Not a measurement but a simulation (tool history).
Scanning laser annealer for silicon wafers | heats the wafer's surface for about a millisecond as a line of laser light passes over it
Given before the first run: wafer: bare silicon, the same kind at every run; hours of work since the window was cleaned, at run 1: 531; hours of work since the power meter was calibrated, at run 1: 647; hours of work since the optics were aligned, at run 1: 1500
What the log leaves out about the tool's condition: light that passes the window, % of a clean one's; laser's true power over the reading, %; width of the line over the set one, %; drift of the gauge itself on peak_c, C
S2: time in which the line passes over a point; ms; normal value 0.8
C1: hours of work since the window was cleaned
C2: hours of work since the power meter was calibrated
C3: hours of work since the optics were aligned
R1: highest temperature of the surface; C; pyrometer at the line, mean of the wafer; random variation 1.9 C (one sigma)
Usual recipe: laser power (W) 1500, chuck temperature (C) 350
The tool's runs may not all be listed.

run 1 hour=0 | laser_power_(W)=1500 S2=0.8 chuck_temperature_(C)=350 | C1=531 C2=647 C3=1500 | R1=1136
run 2 hour=25.9 | laser_power_(W)=1500 S2=0.8 chuck_temperature_(C)=350 | C1=549 C2=665 C3=1519 | R1=1134
run 3 hour=43 | laser_power_(W)=1500 S2=0.8 chuck_temperature_(C)=350 | C1=561 C2=678 C3=1531 | R1=1136
run 4 hour=76.7 | laser_power_(W)=1500 S2=0.8 chuck_temperature_(C)=350 | C1=586 C2=702 C3=1555 | R1=1133
run 5 hour=111.7 | laser_power_(W)=1500 S2=0.8 chuck_temperature_(C)=350 | C1=611 C2=727 C3=1581 | R1=1134
run 6 hour=147.9 | laser_power_(W)=1500 S2=0.8 chuck_temperature_(C)=350 | C1=637 C2=753 C3=1607 | R1=1133
run 7 hour=181.3 | laser_power_(W)=1500 S2=0.8 chuck_temperature_(C)=350 | C1=661 C2=777 C3=1630 | R1=1130
run 8 hour=218.2 | laser_power_(W)=1500 S2=0.8 chuck_temperature_(C)=350 | C1=687 C2=803 C3=1657 | R1=1126
run 9 hour=253.6 | laser_power_(W)=1500 S2=0.8 chuck_temperature_(C)=350 | C1=713 C2=829 C3=1682 | R1=1124
run 10 hour=273 | laser_power_(W)=1500 S2=0.825 chuck_temperature_(C)=350 | C1=726 C2=843 C3=1696 | R1=1138
run 11 hour=294.5 | laser_power_(W)=1500 S2=0.825 chuck_temperature_(C)=350 | C1=742 C2=858 C3=1712 | R1=1134
-- hour=300.5 window over the wafer cleaned
run 12 hour=323.1 | laser_power_(W)=1500 S2=0.825 chuck_temperature_(C)=350 | C1=16 C2=877 C3=1731 | R1=1167
run 13 hour=339.3 | laser_power_(W)=1500 S2=0.825 chuck_temperature_(C)=350 | C1=28 C2=889 C3=1742 | R1=1165
run 14 hour=370.7 | laser_power_(W)=1500 S2=0.781 chuck_temperature_(C)=350 | C1=50 C2=911 C3=1765 | R1=1145
run 15 hour=393.9 | laser_power_(W)=1500 S2=0.781 chuck_temperature_(C)=350 | C1=67 C2=928 C3=1782 | R1=1141
run 16 hour=432.4 | laser_power_(W)=1500 S2=0.781 chuck_temperature_(C)=350 | C1=95 C2=956 C3=1809 | R1=1140
run 17 hour=470 | laser_power_(W)=1500 S2=0.781 chuck_temperature_(C)=350 | C1=122 C2=983 C3=1836 | R1=1141
-- hour=499.3 optics aligned, line set to its width
run 18 hour=505.6 | laser_power_(W)=1500 S2=0.787 chuck_temperature_(C)=350 | C1=144 C2=1005 C3=5 | R1=1158
run 19 hour=533.1 | laser_power_(W)=1500 S2=0.787 chuck_temperature_(C)=350 | C1=163 C2=1024 C3=24 | R1=1159
run 20 hour=548.8 | laser_power_(W)=1500 S2=0.787 chuck_temperature_(C)=350 | C1=174 C2=1036 C3=35 | R1=1156
run 21 hour=575 | laser_power_(W)=1500 S2=0.787 chuck_temperature_(C)=350 | C1=193 C2=1054 C3=54 | R1=1153
run 22 hour=609.2 | laser_power_(W)=1500 S2=0.787 chuck_temperature_(C)=350 | C1=218 C2=1079 C3=79 | R1=1155
run 23 hour=634.3 | laser_power_(W)=1627 S2=0.761 chuck_temperature_(C)=375 | C1=236 C2=1097 C3=97 | R1=1249
run 24 hour=659.1 | laser_power_(W)=1627 S2=0.761 chuck_temperature_(C)=375 | C1=254 C2=1115 C3=115 | R1=1247
run 25 hour=696.2 | laser_power_(W)=1531 S2=0.762 chuck_temperature_(C)=344 | C1=280 C2=1141 C3=141 | R1=1153
run 26 hour=714.5 | laser_power_(W)=1531 S2=0.762 chuck_temperature_(C)=344 | C1=293 C2=1154 C3=154 | R1=1151
run 27 hour=744.6 | laser_power_(W)=1531 S2=0.762 chuck_temperature_(C)=382 | C1=315 C2=1176 C3=176 | R1=1190
run 28 hour=769 | laser_power_(W)=1500 S2=0.656 chuck_temperature_(C)=343 | C1=332 C2=1194 C3=193 | R1=1073
run 29 hour=803 | laser_power_(W)=1555 S2=0.8 chuck_temperature_(C)=350 | C1=357 C2=1218 C3=218 | R1=1188
run 30 hour=827.9 | laser_power_(W)=1555 S2=0.8 chuck_temperature_(C)=350 | C1=375 C2=1236 C3=236 | R1=1188
run 31 hour=849.4 | laser_power_(W)=1480 S2=0.8 chuck_temperature_(C)=318 | C1=390 C2=1251 C3=251 | R1=1108
run 32 hour=872.9 | laser_power_(W)=1480 S2=0.8 chuck_temperature_(C)=318 | C1=407 C2=1268 C3=268 | R1=1106
run 33 hour=891.4 | laser_power_(W)=1488 S2=0.754 chuck_temperature_(C)=313 | C1=420 C2=1281 C3=281 | R1=1079
run 34 hour=918.4 | laser_power_(W)=1500 S2=0.886 chuck_temperature_(C)=366 | C1=440 C2=1301 C3=301 | R1=1204
run 35 hour=952 | laser_power_(W)=1500 S2=0.596 chuck_temperature_(C)=338 | C1=464 C2=1325 C3=325 | R1=1031
run 36 hour=989.6 | laser_power_(W)=1500 S2=0.596 chuck_temperature_(C)=338 | C1=491 C2=1352 C3=352 | R1=1032
run 37 hour=1023.1 | laser_power_(W)=1461 S2=0.847 chuck_temperature_(C)=376 | C1=515 C2=1376 C3=376 | R1=1169

Branching from run 37: 3 alternative next runs. What would each branch give?
run A hour=1040.7 | laser_power_(W)=1370 S2=0.847 chuck_temperature_(C)=376 | C1=527 C2=1388 C3=388 | R1=?
run B hour=1040.7 | laser_power_(W)=1441 S2=0.846 chuck_temperature_(C)=367 | C1=527 C2=1388 C3=388 | R1=?
run C hour=1040.7 | laser_power_(W)=1610 S2=0.847 chuck_temperature_(C)=376 | C1=527 C2=1388 C3=388 | R1=?

run=A R1=1106
run=B R1=1145
run=C R1=1264
Take away the tool's hidden state, keep each run's random variation, and the runs would have read:
run=A R1=1139
run=B R1=1181
run=C R1=1304
